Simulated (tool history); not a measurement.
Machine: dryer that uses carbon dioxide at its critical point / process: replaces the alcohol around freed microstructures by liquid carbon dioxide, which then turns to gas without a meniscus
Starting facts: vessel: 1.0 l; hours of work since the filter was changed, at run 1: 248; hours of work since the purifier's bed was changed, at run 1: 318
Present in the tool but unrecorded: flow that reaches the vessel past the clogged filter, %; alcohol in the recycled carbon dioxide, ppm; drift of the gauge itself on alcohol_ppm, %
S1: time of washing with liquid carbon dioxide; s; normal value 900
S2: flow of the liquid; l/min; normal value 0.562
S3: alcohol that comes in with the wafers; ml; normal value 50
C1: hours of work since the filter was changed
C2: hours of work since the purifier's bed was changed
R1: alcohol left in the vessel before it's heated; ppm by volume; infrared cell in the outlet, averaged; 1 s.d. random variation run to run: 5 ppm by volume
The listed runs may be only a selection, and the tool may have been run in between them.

| run | hour | S1 | S2 | S3 | C1 | C2 | R1 |
|---|---|---|---|---|---|---|---|
| 1 | 0 | 900 | 0.562 | 50 | 248 | 318 | 163 |
|  | 30.1 | inlet filter changed |
| 2 | 64 | 900 | 0.562 | 50 | 12 | 341 | 152 |
| 3 | 119.2 | 1080 | 0.562 | 50 | 32 | 361 | 140 |
| 4 | 181.3 | 900 | 0.562 | 50 | 55 | 383 | 175 |
| 5 | 247.4 | 900 | 0.562 | 50 | 78 | 407 | 178 |
| 6 | 318.9 | 900 | 0.562 | 50 | 104 | 433 | 202 |
| 7 | 377.1 | 900 | 0.562 | 50 | 125 | 454 | 194 |
| 8 | 420.7 | 900 | 0.665 | 31 | 141 | 470 | 171 |
| 9 | 454.6 | 1200 | 0.767 | 67 | 153 | 482 | 179 |
| 10 | 503.3 | 780 | 0.692 | 50 | 171 | 500 | 211 |
| 11 | 561.3 | 780 | 0.692 | 50 | 192 | 520 | 213 |
| 12 | 602.4 | 780 | 0.692 | 50 | 207 | 535 | 230 |
| 13 | 669.5 | 900 | 0.416 | 24 | 231 | 560 | 326 |

Consider 5 possible next runs. They are alternatives, not a sequence: every one starts from the tool as it was left by run 13. What does each give?
| A | 704.9 | 900 | 0.416 | 24 | 244 | 572 | ? |
| B | 704.9 | 960 | 0.536 | 50 | 244 | 572 | ? |
| C | 704.9 | 600 | 0.947 | 48 | 244 | 572 | ? |
| D | 704.9 | 1080 | 0.645 | 24 | 244 | 572 | ? |
| E | 704.9 | 1020 | 0.562 | 26 | 244 | 572 | ? |

| run | R1 |
|---|---|
| A | 325 |
| B | 244 |
| C | 228 |
| D | 220 |
| E | 229 |
Without the tool's unlogged condition, the same runs would have read:
| run | R1 |
|---|---|
| A | 84 |
| B | 24 |
| C | 17 |
| D | 7 |
| E | 12 |
